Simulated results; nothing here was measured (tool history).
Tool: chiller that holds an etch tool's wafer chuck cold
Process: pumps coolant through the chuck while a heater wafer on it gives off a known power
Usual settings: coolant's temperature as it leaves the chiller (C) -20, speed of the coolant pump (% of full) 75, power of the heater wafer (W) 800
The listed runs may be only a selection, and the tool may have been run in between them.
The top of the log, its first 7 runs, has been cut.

| run | day | coolant's temperature as it leaves the chiller (C) | speed of the coolant pump (% of full) | power of the heater wafer (W) | hours since the coolant was changed and the channels were flushed | hours since the pump was overhauled | hours since the chiller's thermometer was calibrated | chuck's temperature once it has settled (C) | how much warmer the coolant comes back (C) |
|---|---|---|---|---|---|---|---|---|---|
| 8 | 6.650 | -20 | 98 | 800 | 2985 | 1734 | 1193 | -15.9 | 1.55 |
| 9 | 7.842 | -20 | 98 | 800 | 3014 | 1763 | 1222 | -16.0 | 1.56 |
| 10 | 9.450 | -20 | 98 | 800 | 3052 | 1801 | 1260 | -16.0 | 1.56 |
| 11 | 11.121 | -20 | 75 | 800 | 3093 | 1842 | 1300 | -15.0 | 2.12 |
| 12 | 11.971 | -20 | 75 | 800 | 3113 | 1862 | 1321 | -14.9 | 2.12 |
| 13 | 13.608 | -20 | 75 | 800 | 3152 | 1901 | 1360 | -14.9 | 2.16 |
| 14 | 14.592 | -20 | 75 | 800 | 3176 | 1925 | 1384 | -15.0 | 2.07 |
| 15 | 15.396 | -20 | 96 | 800 | 3195 | 1944 | 1403 | -15.8 | 1.58 |
| 16 | 16.571 | -20 | 96 | 404 | 3223 | 1972 | 1431 | -18.0 | 0.84 |
| 17 | 17.500 | -10 | 74 | 882 | 3246 | 1995 | 1453 | -4.2 | 2.38 |
| 18 | 18.846 | -10 | 74 | 882 | 3278 | 2027 | 1486 | -4.3 | 2.35 |
| 19 | 19.788 | -21 | 65 | 882 | 3301 | 2050 | 1508 | -14.7 | 2.74 |
| 20 | 21.354 | -18 | 75 | 423 | 3338 | 2087 | 1546 | -15.3 | 1.13 |
| 21 | 22.658 | -18 | 75 | 423 | 3369 | 2118 | 1577 | -15.3 | 1.11 |
| 22 | 23.792 | -18 | 75 | 423 | 3397 | 2146 | 1604 | -15.4 | 1.12 |
| 23 | 25.204 | -18 | 75 | 423 | 3431 | 2180 | 1638 | -15.3 | 1.16 |
| 24 | 26.571 | -23 | 82 | 800 | 3463 | 2212 | 1671 | -18.4 | 1.93 |
| 25 | 27.767 | -23 | 82 | 800 | 3492 | 2241 | 1700 | -18.3 | 1.94 |
| 26 | 29.333 | -20 | 75 | 620 | 3530 | 2279 | 1737 | -16.1 | 1.61 |
| 27 | 30.358 | -18 | 75 | 800 | 3554 | 2303 | 1762 | -13.0 | 2.11 |
| 28 | 31.938 | -27 | 61 | 800 | 3592 | 2341 | 1800 | -21.0 | 2.66 |
| 29 | 33.596 | -15 | 84 | 479 | 3632 | 2381 | 1840 | -12.3 | 1.10 |
| 30 | 35.146 | -18 | 75 | 800 | 3669 | 2418 | 1877 | -12.8 | 2.14 |
| 31 | 36.850 | -13 | 68 | 519 | 3710 | 2459 | 1918 | -9.3 | 1.58 |

What if the next run were any one of these 3? Each begins from the tool's condition after run 31:
| A | 38.096 | -26 | 95 | 1106 | 3740 | 2489 | 1948 | ? | ? |
| B | 38.096 | -26 | 81 | 438 | 3740 | 2489 | 1948 | ? | ? |
| C | 38.096 | -23 | 75 | 800 | 3740 | 2489 | 1948 | ? | ? |

| run | chuck's temperature once it has settled (C) | how much warmer the coolant comes back (C) |
|---|---|---|
| A | -20.3 | 2.25 |
| B | -23.3 | 1.07 |
| C | -18.0 | 2.15 |
With the hidden condition removed and each run's random variation left untouched, the same runs would have given:
| run | chuck's temperature once it has settled (C) | how much warmer the coolant comes back (C) |
|---|---|---|
| A | -20.3 | 2.25 |
| B | -23.3 | 1.07 |
| C | -18.0 | 2.15 |
